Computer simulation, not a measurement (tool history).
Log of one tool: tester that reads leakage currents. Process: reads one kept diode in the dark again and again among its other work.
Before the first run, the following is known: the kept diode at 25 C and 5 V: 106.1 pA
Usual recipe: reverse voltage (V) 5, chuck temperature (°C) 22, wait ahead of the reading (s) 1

run,hour,reverse voltage (V),chuck temperature (°C),wait ahead of the reading (s),current that the tester gives (pA)
1,0,5,22,1,97.97
2,246.9,5,22,1,100.37
3,425.8,5,22,1,101.1
4,604.3,5,50,1,866.76
5,776.8,5,50,1,868.55
6,924.7,5,22,1.54,93.9
7,1064.9,5,22,0.76,96.14
8,1207.5,5,22,3.31,96.61
9,1469.8,5,22,1,99.32
10,1724.2,5,22,1,101.92
11,1902.6,5,22,0.78,103.68
12,2086.1,5,22,0.78,105.62
13,2252.3,5,22,0.78,107.23
14,2476.5,5,22,0.78,111.55
15,2683.8,5,22,0.78,114.73
16,2849.3,5,22,1,113.11
17,3035.4,5,22,1,88.98
18,3273.6,5,22,1,90.83
19,3476.4,2.92,22,1,66.9
20,3730.4,5,22,1,95.46
21,3903.5,5,27,0.64,143.03
22,4026,5,22,0.88,86.77
23,4223.5,8.45,22,2.93,119.32
24,4387.8,13.07,32,2.93,357.9
25,4599.2,10.87,26,0.76,200.61
26,4841.9,10.87,26,0.76,207.63
27,5071.9,10.87,26,0.76,212.28
28,5309.2,10.81,42,4.37,748.7
29,5457.2,1.87,22,1,56.61
30,5581.2,1.87,22,0.98,56.87
31,5816.8,14.6,56,1.53,2529.86
32,5943.9,3.12,39,1,305.93
33,6126.6,2.95,23,2.04,84.36
34,6376.1,2.09,23,1.99,70.47
35,6547.7,4.24,20,0.33,86.11
36,6721.4,1.21,29,1,70.54
37,6837.1,2.75,29,0.32,114.87
38,7095.7,2.75,29,0.32,117.35
39,7288.8,2.75,29,0.32,112.97

The log once held 7 entries between its listed runs, left out of this copy. Where does each go, and what is different about the tool's unlogged condition between the listed run before it and the listed run after it?
From run 4 to run 5: probe card cleaned and baked (hour 776.8)
  stray current of the dirty probe card, pA a volt: 2.23 -> 0.025; current scale over the true one, %: 0.98 -> 1.04; true chuck temperature over the reading, C: 1.19 -> 1.3
  measured value less the no-hidden-state value, current that the tester gives (pA): +90.08 -> +86.99
From run 13 to run 14: chuck's temperature calibrated (hour 2333.9)
  stray current of the dirty probe card, pA a volt: 1.035 -> 1.201; current scale over the true one, %: 1.51 -> 1.57; true chuck temperature over the reading, C: 2.28 -> 2.74
  measured value less the no-hidden-state value, current that the tester gives (pA): +24.71 -> +29.58
From run 15 to run 16: tester calibrated (hour 2847.3)
  stray current of the dirty probe card, pA a volt: 1.335 -> 1.446; current scale over the true one, %: 1.64 -> 0.07; true chuck temperature over the reading, C: 2.88 -> 2.99
  measured value less the no-hidden-state value, current that the tester gives (pA): +31.95 -> +31.36
From run 16 to run 17: chuck's temperature calibrated, once more (hour 3017.6)
  stray current of the dirty probe card, pA a volt: 1.446 -> 1.577; current scale over the true one, %: 0.07 -> 0.14; true chuck temperature over the reading, C: 2.99 -> -0.16
  measured value less the no-hidden-state value, current that the tester gives (pA): +31.36 -> +6.76
From run 21 to run 22: probe card cleaned and baked (hour 3949.8)
  stray current of the dirty probe card, pA a volt: 2.198 -> 0.083; current scale over the true one, %: 0.4 -> 0.44; true chuck temperature over the reading, C: 0.44 -> 0.53
  measured value less the no-hidden-state value, current that the tester gives (pA): +16.26 -> +4.56
From run 35 to run 36: chuck's temperature calibrated (hour 6622.8)
  stray current of the dirty probe card, pA a volt: 1.892 -> 2.018; current scale over the true one, %: 1.26 -> 1.32; true chuck temperature over the reading, C: 2.29 -> -0.02
  measured value less the no-hidden-state value, current that the tester gives (pA): +22.92 -> +3.2
From run 38 to run 39: probe card cleaned and baked (hour 7117.5)
  stray current of the dirty probe card, pA a volt: 2.292 -> 0.152; current scale over the true one, %: 1.43 -> 1.49; true chuck temperature over the reading, C: 0.24 -> 0.37
  measured value less the no-hidden-state value, current that the tester gives (pA): +10.02 -> +5.43
